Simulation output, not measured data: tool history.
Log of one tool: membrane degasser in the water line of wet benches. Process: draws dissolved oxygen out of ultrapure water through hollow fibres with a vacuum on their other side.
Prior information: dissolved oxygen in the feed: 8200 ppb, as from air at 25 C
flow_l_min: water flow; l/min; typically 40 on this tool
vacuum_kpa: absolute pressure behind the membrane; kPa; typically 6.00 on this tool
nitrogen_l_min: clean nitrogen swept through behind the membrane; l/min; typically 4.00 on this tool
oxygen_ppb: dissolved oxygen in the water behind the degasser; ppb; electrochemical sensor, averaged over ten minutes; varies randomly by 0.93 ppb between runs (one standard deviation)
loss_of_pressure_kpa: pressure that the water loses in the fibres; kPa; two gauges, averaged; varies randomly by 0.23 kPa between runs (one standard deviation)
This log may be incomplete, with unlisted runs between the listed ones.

Run 1, hour 0.0: usual settings. Result: oxygen_ppb 93.4 ppb, loss_of_pressure_kpa 58.98 kPa.
Run 2, hour 68.4: usual settings but vacuum_kpa 6.08 kPa. Result: oxygen_ppb 95.2 ppb, loss_of_pressure_kpa 59.31 kPa.
Run 3, hour 225.3: usual settings but nitrogen_l_min 2.69 l/min. Result: oxygen_ppb 123.1 ppb, loss_of_pressure_kpa 59.14 kPa.
Run 4, hour 360.8: usual settings but nitrogen_l_min 8.89 l/min. Result: oxygen_ppb 57.8 ppb, loss_of_pressure_kpa 59.49 kPa.
Run 5, hour 491.6: usual settings but vacuum_kpa 7.06 kPa. Result: oxygen_ppb 123.0 ppb, loss_of_pressure_kpa 59.25 kPa.
Run 6, hour 581.0: usual settings but vacuum_kpa 7.06 kPa. Result: oxygen_ppb 116.6 ppb, loss_of_pressure_kpa 58.77 kPa.
Run 7, hour 689.3: usual settings but vacuum_kpa 7.06 kPa. Result: oxygen_ppb 120.7 ppb, loss_of_pressure_kpa 59.30 kPa.
Run 8, hour 813.3: usual settings but vacuum_kpa 3.90 kPa. Result: oxygen_ppb 45.2 ppb, loss_of_pressure_kpa 59.26 kPa.
Run 9, hour 919.4: usual settings but vacuum_kpa 3.90 kPa. Result: oxygen_ppb 46.8 ppb, loss_of_pressure_kpa 59.38 kPa.
Run 10, hour 1084.4: usual settings but vacuum_kpa 3.90 kPa. Result: oxygen_ppb 46.5 ppb, loss_of_pressure_kpa 59.66 kPa.
Run 11, hour 1241.9: usual settings but vacuum_kpa 3.90 kPa. Result: oxygen_ppb 46.5 ppb, loss_of_pressure_kpa 59.65 kPa.
Run 12, hour 1349.9: usual settings but vacuum_kpa 3.90 kPa. Result: oxygen_ppb 47.7 ppb, loss_of_pressure_kpa 59.67 kPa.
Run 13, hour 1506.8: usual settings. Result: oxygen_ppb 96.4 ppb, loss_of_pressure_kpa 60.03 kPa.
Run 14, hour 1629.1: usual settings but vacuum_kpa 14.20 kPa. Result: oxygen_ppb 283.3 ppb, loss_of_pressure_kpa 60.23 kPa.
Run 15, hour 1708.0: usual settings but nitrogen_l_min 8.26 l/min. Result: oxygen_ppb 61.6 ppb, loss_of_pressure_kpa 59.74 kPa.
At hour 1774.7: seals of the vacuum lines changed.
Run 16, hour 1795.8: usual settings. Result: oxygen_ppb 96.5 ppb, loss_of_pressure_kpa 60.29 kPa.
Run 17, hour 1960.8: usual settings. Result: oxygen_ppb 96.2 ppb, loss_of_pressure_kpa 60.11 kPa.
Run 18, hour 2116.9: usual settings but flow_l_min 35 l/min, vacuum_kpa 10.19 kPa, nitrogen_l_min 8.82 l/min. Result: oxygen_ppb 88.9 ppb, loss_of_pressure_kpa 52.64 kPa.
At hour 2200.4: vacuum gauge calibrated.
Run 19, hour 2279.5: usual settings but flow_l_min 35 l/min, vacuum_kpa 10.19 kPa, nitrogen_l_min 8.82 l/min. Result: oxygen_ppb 87.2 ppb, loss_of_pressure_kpa 52.71 kPa.
Run 20, hour 2364.5: usual settings but flow_l_min 35 l/min, vacuum_kpa 10.19 kPa, nitrogen_l_min 8.82 l/min. Result: oxygen_ppb 86.2 ppb, loss_of_pressure_kpa 52.76 kPa.
Run 21, hour 2479.6: usual settings but flow_l_min 35 l/min, vacuum_kpa 10.19 kPa, nitrogen_l_min 8.82 l/min. Result: oxygen_ppb 88.0 ppb, loss_of_pressure_kpa 52.42 kPa.
Run 22, hour 2640.1: usual settings but flow_l_min 35 l/min, vacuum_kpa 10.86 kPa, nitrogen_l_min 11.59 l/min. Result: oxygen_ppb 77.3 ppb, loss_of_pressure_kpa 53.23 kPa.
Run 23, hour 2766.2: usual settings but flow_l_min 35 l/min, vacuum_kpa 10.86 kPa, nitrogen_l_min 11.59 l/min. Result: oxygen_ppb 75.6 ppb, loss_of_pressure_kpa 53.06 kPa.
Run 24, hour 2921.5: usual settings but flow_l_min 26 l/min, vacuum_kpa 9.07 kPa, nitrogen_l_min 11.59 l/min. Result: oxygen_ppb 40.5 ppb, loss_of_pressure_kpa 39.14 kPa.
Run 25, hour 3049.6: usual settings but flow_l_min 37 l/min, vacuum_kpa 7.01 kPa, nitrogen_l_min 5.45 l/min. Result: oxygen_ppb 85.4 ppb, loss_of_pressure_kpa 56.29 kPa.
Run 26, hour 3211.9: usual settings but flow_l_min 28 l/min, vacuum_kpa 14.84 kPa, nitrogen_l_min 7.19 l/min. Result: oxygen_ppb 120.9 ppb, loss_of_pressure_kpa 42.49 kPa.
Run 27, hour 3360.6: usual settings but vacuum_kpa 5.15 kPa, nitrogen_l_min 5.10 l/min. Result: oxygen_ppb 64.1 ppb, loss_of_pressure_kpa 60.82 kPa.
Run 28, hour 3432.8: usual settings but vacuum_kpa 5.15 kPa, nitrogen_l_min 5.10 l/min. Result: oxygen_ppb 66.2 ppb, loss_of_pressure_kpa 61.07 kPa.
Run 29, hour 3564.4: usual settings but vacuum_kpa 9.14 kPa, nitrogen_l_min 5.10 l/min. Result: oxygen_ppb 140.2 ppb, loss_of_pressure_kpa 61.18 kPa.
Run 30, hour 3666.6: usual settings but flow_l_min 47 l/min. Result: oxygen_ppb 122.0 ppb, loss_of_pressure_kpa 72.00 kPa.
Run 31, hour 3797.4: usual settings but flow_l_min 61 l/min, vacuum_kpa 7.49 kPa, nitrogen_l_min 4.34 l/min. Result: oxygen_ppb 215.2 ppb, loss_of_pressure_kpa 92.40 kPa.
Run 32, hour 3941.0: usual settings but flow_l_min 39 l/min, vacuum_kpa 5.37 kPa, nitrogen_l_min 5.00 l/min. Result: oxygen_ppb 69.5 ppb, loss_of_pressure_kpa 59.28 kPa.

Here are 4 independent what-if runs from the current tool condition. What would each one return?
Run A, hour 4075.5: usual settings but flow_l_min 58 l/min. Result: oxygen_ppb ?, loss_of_pressure_kpa ?.
Run B, hour 4075.5: usual settings but vacuum_kpa 5.06 kPa. Result: oxygen_ppb ?, loss_of_pressure_kpa ?.
Run C, hour 4075.5: usual settings but flow_l_min 42 l/min, vacuum_kpa 12.04 kPa, nitrogen_l_min 2.25 l/min. Result: oxygen_ppb ?, loss_of_pressure_kpa ?.
Run D, hour 4075.5: usual settings but flow_l_min 39 l/min, vacuum_kpa 7.69 kPa, nitrogen_l_min 5.00 l/min. Result: oxygen_ppb ?, loss_of_pressure_kpa ?.

run  oxygen_ppb  loss_of_pressure_kpa
  A       164.2                 88.85
  B        74.8                 61.55
  C       396.4                 64.29
  D       110.7                 59.37
With the hidden condition removed and each run's random variation left untouched, the same runs would have given:
run  oxygen_ppb  loss_of_pressure_kpa
  A       148.2                 84.74
  B        66.4                 58.71
  C       386.3                 61.32
  D       102.9                 56.62
